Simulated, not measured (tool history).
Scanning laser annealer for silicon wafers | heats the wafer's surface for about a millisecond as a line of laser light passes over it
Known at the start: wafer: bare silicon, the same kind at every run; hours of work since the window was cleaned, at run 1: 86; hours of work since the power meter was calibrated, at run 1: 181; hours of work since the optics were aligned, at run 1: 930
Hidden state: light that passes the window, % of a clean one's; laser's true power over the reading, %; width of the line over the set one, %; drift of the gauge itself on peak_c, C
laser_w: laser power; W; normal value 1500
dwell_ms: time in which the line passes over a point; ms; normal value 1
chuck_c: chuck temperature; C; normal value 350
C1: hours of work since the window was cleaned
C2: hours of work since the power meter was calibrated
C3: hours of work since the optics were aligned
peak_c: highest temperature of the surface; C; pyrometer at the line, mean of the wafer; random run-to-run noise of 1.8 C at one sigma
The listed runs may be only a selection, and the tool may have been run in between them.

{"run": 1, "day": 0.0, "laser_w": 1500, "dwell_ms": 1, "chuck_c": 350, "C1": 86, "C2": 181, "C3": 930, "peak_c": 1065}
{"run": 2, "day": 0.392, "laser_w": 1500, "dwell_ms": 1.23, "chuck_c": 350, "C1": 91, "C2": 186, "C3": 935, "peak_c": 1157}
{"run": 3, "day": 0.883, "laser_w": 1500, "dwell_ms": 1.23, "chuck_c": 350, "C1": 98, "C2": 192, "C3": 941, "peak_c": 1156}
{"run": 4, "day": 1.217, "laser_w": 1500, "dwell_ms": 1.23, "chuck_c": 350, "C1": 102, "C2": 196, "C3": 946, "peak_c": 1153}
{"run": 5, "day": 1.642, "laser_w": 1500, "dwell_ms": 1.23, "chuck_c": 350, "C1": 107, "C2": 202, "C3": 951, "peak_c": 1155}
{"run": 6, "day": 1.912, "laser_w": 1500, "dwell_ms": 1.23, "chuck_c": 350, "C1": 111, "C2": 205, "C3": 955, "peak_c": 1152}
{"run": 7, "day": 2.375, "laser_w": 1500, "dwell_ms": 1, "chuck_c": 350, "C1": 117, "C2": 211, "C3": 960, "peak_c": 1064}
{"run": 8, "day": 2.617, "laser_w": 1643, "dwell_ms": 1, "chuck_c": 350, "C1": 120, "C2": 214, "C3": 964, "peak_c": 1126}
{"run": 9, "day": 2.925, "laser_w": 1643, "dwell_ms": 1, "chuck_c": 350, "C1": 124, "C2": 218, "C3": 968, "peak_c": 1124}
{"run": 10, "day": 3.221, "laser_w": 1643, "dwell_ms": 1, "chuck_c": 350, "C1": 128, "C2": 222, "C3": 971, "peak_c": 1126}
{"run": 11, "day": 3.688, "laser_w": 1643, "dwell_ms": 1, "chuck_c": 350, "C1": 134, "C2": 228, "C3": 977, "peak_c": 1126}
{"run": 12, "day": 4.071, "laser_w": 1643, "dwell_ms": 1, "chuck_c": 350, "C1": 138, "C2": 233, "C3": 982, "peak_c": 1124}
{"run": 13, "day": 4.358, "laser_w": 1500, "dwell_ms": 1, "chuck_c": 350, "C1": 142, "C2": 237, "C3": 986, "peak_c": 1059}
{"run": 14, "day": 4.633, "laser_w": 1500, "dwell_ms": 1, "chuck_c": 350, "C1": 146, "C2": 240, "C3": 989, "peak_c": 1054}
{"day": 4.871, "done": "optics aligned, line set to its width"}
{"run": 15, "day": 5.062, "laser_w": 1500, "dwell_ms": 0.84, "chuck_c": 350, "C1": 148, "C2": 243, "C3": 2, "peak_c": 990}
{"run": 16, "day": 5.312, "laser_w": 1500, "dwell_ms": 0.84, "chuck_c": 350, "C1": 152, "C2": 246, "C3": 6, "peak_c": 988}
{"run": 17, "day": 5.7, "laser_w": 1500, "dwell_ms": 0.84, "chuck_c": 350, "C1": 157, "C2": 251, "C3": 11, "peak_c": 989}
{"run": 18, "day": 6.129, "laser_w": 1500, "dwell_ms": 0.84, "chuck_c": 350, "C1": 162, "C2": 257, "C3": 16, "peak_c": 986}
{"run": 19, "day": 6.421, "laser_w": 1476, "dwell_ms": 0.84, "chuck_c": 350, "C1": 166, "C2": 260, "C3": 20, "peak_c": 979}
{"day": 6.879, "done": "optics aligned, line set to its width, once more"}
{"run": 20, "day": 6.988, "laser_w": 1505, "dwell_ms": 1.24, "chuck_c": 368, "C1": 170, "C2": 265, "C3": 1, "peak_c": 1179}
{"run": 21, "day": 7.379, "laser_w": 1397, "dwell_ms": 1.24, "chuck_c": 312, "C1": 175, "C2": 270, "C3": 6, "peak_c": 1072}
{"run": 22, "day": 7.883, "laser_w": 1361, "dwell_ms": 0.81, "chuck_c": 387, "C1": 182, "C2": 276, "C3": 13, "peak_c": 963}
{"run": 23, "day": 8.208, "laser_w": 1373, "dwell_ms": 1, "chuck_c": 333, "C1": 186, "C2": 280, "C3": 17, "peak_c": 989}
{"run": 24, "day": 8.546, "laser_w": 1379, "dwell_ms": 0.71, "chuck_c": 385, "C1": 190, "C2": 285, "C3": 21, "peak_c": 920}
{"run": 25, "day": 8.933, "laser_w": 1592, "dwell_ms": 0.72, "chuck_c": 385, "C1": 195, "C2": 290, "C3": 26, "peak_c": 1002}
{"run": 26, "day": 9.242, "laser_w": 1565, "dwell_ms": 1, "chuck_c": 376, "C1": 199, "C2": 294, "C3": 30, "peak_c": 1113}
{"run": 27, "day": 9.617, "laser_w": 1531, "dwell_ms": 1, "chuck_c": 332, "C1": 204, "C2": 298, "C3": 35, "peak_c": 1054}
{"run": 28, "day": 9.946, "laser_w": 1531, "dwell_ms": 1, "chuck_c": 332, "C1": 208, "C2": 303, "C3": 39, "peak_c": 1053}
{"run": 29, "day": 10.325, "laser_w": 1359, "dwell_ms": 0.79, "chuck_c": 318, "C1": 213, "C2": 308, "C3": 44, "peak_c": 882}
{"run": 30, "day": 10.608, "laser_w": 1359, "dwell_ms": 0.79, "chuck_c": 318, "C1": 217, "C2": 311, "C3": 48, "peak_c": 883}
{"run": 31, "day": 11.008, "laser_w": 1359, "dwell_ms": 0.79, "chuck_c": 318, "C1": 222, "C2": 316, "C3": 53, "peak_c": 882}
{"run": 32, "day": 11.317, "laser_w": 1450, "dwell_ms": 0.97, "chuck_c": 313, "C1": 226, "C2": 320, "C3": 57, "peak_c": 986}
{"run": 33, "day": 11.654, "laser_w": 1450, "dwell_ms": 0.97, "chuck_c": 313, "C1": 230, "C2": 324, "C3": 61, "peak_c": 986}

Alternative continuations, all from the tool just after run 33; predict every row:
{"run": "A", "day": 12.162, "laser_w": 1400, "dwell_ms": 1.1, "chuck_c": 350, "C1": 237, "C2": 331, "C3": 68, "peak_c": "?"}
{"run": "B", "day": 12.162, "laser_w": 1420, "dwell_ms": 0.97, "chuck_c": 356, "C1": 237, "C2": 331, "C3": 68, "peak_c": "?"}
{"run": "C", "day": 12.162, "laser_w": 1545, "dwell_ms": 0.89, "chuck_c": 313, "C1": 237, "C2": 331, "C3": 68, "peak_c": "?"}
{"run": "D", "day": 12.162, "laser_w": 1340, "dwell_ms": 1.12, "chuck_c": 311, "C1": 237, "C2": 331, "C3": 68, "peak_c": "?"}

run=A peak_c=1053
run=B peak_c=1019
run=C peak_c=991
run=D peak_c=994
Without the tool's hidden state the same runs would have given:
run=A peak_c=1069
run=B peak_c=1035
run=C peak_c=1007
run=D peak_c=1010
